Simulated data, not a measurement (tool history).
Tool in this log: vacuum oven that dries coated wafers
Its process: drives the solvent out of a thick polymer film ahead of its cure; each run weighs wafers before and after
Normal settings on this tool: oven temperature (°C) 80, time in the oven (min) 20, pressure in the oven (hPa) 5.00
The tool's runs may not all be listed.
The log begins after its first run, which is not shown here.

run     day  oven temperature (°C)  time in the oven (min)  pressure in the oven (hPa)  hours of work since the thermocouples were calibrated  hours of work since the vacuum gauge was cleaned of residue  solvent left in the film (%)
  2   0.938                     80                      20                        5.00                                                    312                                                          985                          3.32
  3   2.596                     80                      15                        5.00                                                    336                                                         1009                          4.71
  4   3.800                     80                      15                        5.00                                                    354                                                         1026                          4.66
  5   5.121                     80                      15                        5.00                                                    373                                                         1045                          4.73
  6   6.104                     80                      15                        5.00                                                    387                                                         1060                          4.60
  7   7.825                     80                      15                        5.00                                                    412                                                         1085                          4.67
  8   9.208                     80                      15                        4.78                                                    432                                                         1105                          4.66
  9  10.554                     80                      15                        4.78                                                    452                                                         1124                          4.65
 10  11.692                     80                      20                        5.00                                                    468                                                         1141                          3.22
 11  12.708                     80                      20                        5.00                                                    483                                                         1156                          3.32
 12  13.804                     80                      20                        5.00                                                    499                                                         1171                          3.22
 13  15.129                     82                      20                        5.00                                                    518                                                         1191                          2.64
 14  16.050                     80                      19                        5.00                                                    532                                                         1204                          3.55
 15  16.896                     80                      20                        5.00                                                    544                                                         1216                          3.28
 16  18.221                     80                      20                        3.57                                                    563                                                         1236                          3.14
 17  19.588                     80                      20                        3.57                                                    583                                                         1255                          3.14

Run 18, settings as shown, results not yet in. Your forecast:
 18  20.933                     80                      30                        5.00                                                    603                                                         1275                             ?

solvent left in the film (%): 1.82
Were there no unlogged condition in the tool, this run, its random variation unchanged, would have produced solvent left in the film (%) 1.79.

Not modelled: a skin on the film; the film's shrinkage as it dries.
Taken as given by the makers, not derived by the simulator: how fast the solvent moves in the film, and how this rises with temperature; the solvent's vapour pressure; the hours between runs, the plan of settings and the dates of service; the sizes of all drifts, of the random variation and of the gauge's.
